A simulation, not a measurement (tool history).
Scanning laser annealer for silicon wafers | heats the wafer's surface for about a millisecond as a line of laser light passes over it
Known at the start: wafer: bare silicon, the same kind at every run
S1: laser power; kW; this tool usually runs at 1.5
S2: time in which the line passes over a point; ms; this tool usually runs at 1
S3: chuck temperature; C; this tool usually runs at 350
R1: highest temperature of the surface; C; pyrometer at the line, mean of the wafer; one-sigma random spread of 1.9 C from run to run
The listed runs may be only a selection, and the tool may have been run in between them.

Run 1, hour 0: usual settings. Result: R1 1081 C.
Run 2, hour 30: usual settings. Result: R1 1081 C.
Run 3, hour 59: usual settings. Result: R1 1076 C.
Run 4, hour 91.2: usual settings. Result: R1 1075 C.
Run 5, hour 109.5: usual settings. Result: R1 1077 C.
Run 6, hour 132.1: usual settings. Result: R1 1073 C.
Run 7, hour 159.3: usual settings but S1 1.648 kW. Result: R1 1147 C.
Run 8, hour 184.6: usual settings but S1 1.648 kW. Result: R1 1147 C.
Run 9, hour 207.7: usual settings but S1 1.321 kW, S2 1.25 ms. Result: R1 1061 C.
At hour 222.8: window over the wafer cleaned.
Run 10, hour 228: usual settings but S3 359 C. Result: R1 1101 C.
Run 11, hour 251.5: usual settings but S1 1.503 kW, S2 0.78 ms, S3 360 C. Result: R1 1012 C.
Run 12, hour 272.7: usual settings but S1 1.503 kW, S2 0.78 ms, S3 387 C. Result: R1 1036 C.
Run 13, hour 286.1: usual settings but S1 1.503 kW, S2 0.78 ms, S3 387 C. Result: R1 1036 C.
Run 14, hour 304.8: usual settings but S1 1.485 kW, S2 0.88 ms, S3 328 C. Result: R1 1011 C.
Run 15, hour 327.6: usual settings but S1 1.485 kW, S2 0.88 ms, S3 328 C. Result: R1 1009 C.
Run 16, hour 357.6: usual settings but S1 1.485 kW, S2 0.71 ms, S3 314 C. Result: R1 922 C.

Each row is a separate what-if for the run after 16, all from the same tool condition, not one after another. Results?
Run A, hour 385.8: usual settings but S1 1.496 kW, S2 0.71 ms, S3 314 C. Result: R1 ?.
Run B, hour 385.8: usual settings but S1 1.525 kW, S2 0.92 ms, S3 339 C. Result: R1 ?.
Run C, hour 385.8: usual settings but S1 1.485 kW, S2 1.24 ms, S3 314 C. Result: R1 ?.
Run D, hour 385.8: usual settings but S1 1.485 kW, S2 0.92 ms, S3 313 C. Result: R1 ?.

run    R1
  A   925
  B  1057
  C  1132
  D  1009
Without the tool's unlogged condition, the same runs would have read:
run    R1
  A   939
  B  1073
  C  1151
  D  1025

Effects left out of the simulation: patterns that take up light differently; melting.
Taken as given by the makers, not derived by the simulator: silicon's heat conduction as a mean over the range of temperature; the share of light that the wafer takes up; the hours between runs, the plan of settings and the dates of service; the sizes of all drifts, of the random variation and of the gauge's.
